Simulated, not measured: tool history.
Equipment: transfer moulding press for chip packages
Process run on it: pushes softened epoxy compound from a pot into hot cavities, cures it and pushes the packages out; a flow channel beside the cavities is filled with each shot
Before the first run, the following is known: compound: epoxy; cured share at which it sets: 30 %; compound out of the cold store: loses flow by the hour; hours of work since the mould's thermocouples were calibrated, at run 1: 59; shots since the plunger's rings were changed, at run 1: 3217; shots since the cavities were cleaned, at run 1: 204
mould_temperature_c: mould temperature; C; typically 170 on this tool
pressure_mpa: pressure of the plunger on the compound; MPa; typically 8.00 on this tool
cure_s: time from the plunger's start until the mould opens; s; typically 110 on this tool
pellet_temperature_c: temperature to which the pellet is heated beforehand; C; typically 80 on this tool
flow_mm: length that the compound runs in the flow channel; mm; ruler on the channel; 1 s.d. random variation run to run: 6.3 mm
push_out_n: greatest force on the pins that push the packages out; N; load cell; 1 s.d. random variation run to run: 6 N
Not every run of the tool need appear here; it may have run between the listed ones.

run   hour  mould_temperature_c  pressure_mpa  cure_s  pellet_temperature_c  hours of work since the mould's thermocouples were calibrated  shots since the plunger's rings were changed  shots since the cavities were cleaned  incoming compound's hours out of the cold store  flow_mm  push_out_n
  1    0.0                  170          8.00     110                    80                                                             59                                          3217                                    204                                             24.4      974         223
  2   15.6                  170          8.00     110                    80                                                             70                                          3403                                    390                                             39.1      885         217
      25.8  -- cavities cleaned with cleaning compound and waxed
  3   28.3                  170          7.31     110                    80                                                             78                                          3537                                     30                                             14.5     1003         222
  4   43.2                  170          7.31     110                    80                                                             88                                          3715                                    208                                             41.8      828         218
  5   60.7                  170          7.31     110                    80                                                            100                                          3924                                    417                                             18.8      975         211
      69.2  -- cavities cleaned with cleaning compound and waxed
  6   76.8                  170          7.31     110                    80                                                            110                                          4098                                     91                                             47.9      786         207
  7   91.3                  170          7.31     110                    80                                                            120                                          4272                                    265                                             36.1      861         223
     112.3  -- cavities cleaned with cleaning compound and waxed
  8  112.3                  170          7.03     110                    80                                                            134                                          4503                                      0                                             22.8      924         224
  9  130.3                  170          7.03     110                    80                                                            146                                          4718                                    215                                             23.7      916         223
 10  147.0                  170          7.03     110                    80                                                            158                                          4918                                    415                                             41.1      821         213
     155.6  -- cavities cleaned with cleaning compound and waxed
     170.5  -- plunger's sealing rings changed
 11  171.4                  170          7.03     117                    80                                                            172                                            12                                    160                                             17.5      957         204
 12  182.7                  170          7.03     117                    80                                                            180                                           146                                    294                                             40.8      820         206
 13  191.1                  170          6.69     110                    80                                                            186                                           246                                    394                                             30.4      856         226
     202.3  -- cavities cleaned with cleaning compound and waxed
 14  205.5                  170          6.69     110                    80                                                            195                                           400                                     39                                             36.1      823         211
 15  222.7                  170          8.27     117                    80                                                            206                                           606                                    245                                             22.6     1002         202
 16  240.0                  170          8.58     102                    80                                                            218                                           811                                    450                                             29.3      972         236
     244.9  -- cavities cleaned with cleaning compound and waxed
 17  258.2                  170          6.72     100                    80                                                            230                                          1011                                    158                                              9.4      994         275
 18  267.4                  164          6.65     135                    89                                                            236                                          1121                                    268                                             29.5      882         226
     287.9  -- cavities cleaned with cleaning compound and waxed
 19  288.6                  164          6.65     135                    89                                                            250                                          1356                                      9                                             35.1      841         224
 20  306.2                  163          8.00     145                    80                                                            262                                          1566                                    219                                             27.8      993         211
 21  324.7                  170          6.09     110                    80                                                            275                                          1787                                    440                                             18.0      882         223
     331.0  -- cavities cleaned with cleaning compound and waxed
 22  340.3                  170          6.09     122                    80                                                            285                                          1955                                    111                                             33.2      800         194
 23  357.9                  170          6.09     122                    80                                                            297                                          2164                                    320                                             30.6      808         196
 24  371.1                  170          6.09     122                    80                                                            306                                          2322                                    478                                             25.6      847         191
     374.7  -- cavities cleaned with cleaning compound and waxed
 25  388.2                  163          8.00     112                    80                                                            317                                          2509                                    161                                             27.8      986         359
 26  397.3                  163          7.41     112                    73                                                            323                                          2617                                    269                                             15.1     1030         379
 27  414.7                  163          7.41     112                    73                                                            335                                          2825                                    477                                             34.9      902         336

Run 28 comes next. What will it give?
     419.0  -- cavities cleaned with cleaning compound and waxed
 28  432.7                  163          7.41     112                    73                                                            347                                          3021                                    163                                              9.1        ?           ?

{"run 28": {"flow_mm": 1080, "push_out_n": 382}}
Without the tool's hidden state the same run would have given flow_mm 1080 mm, push_out_n 380 N.
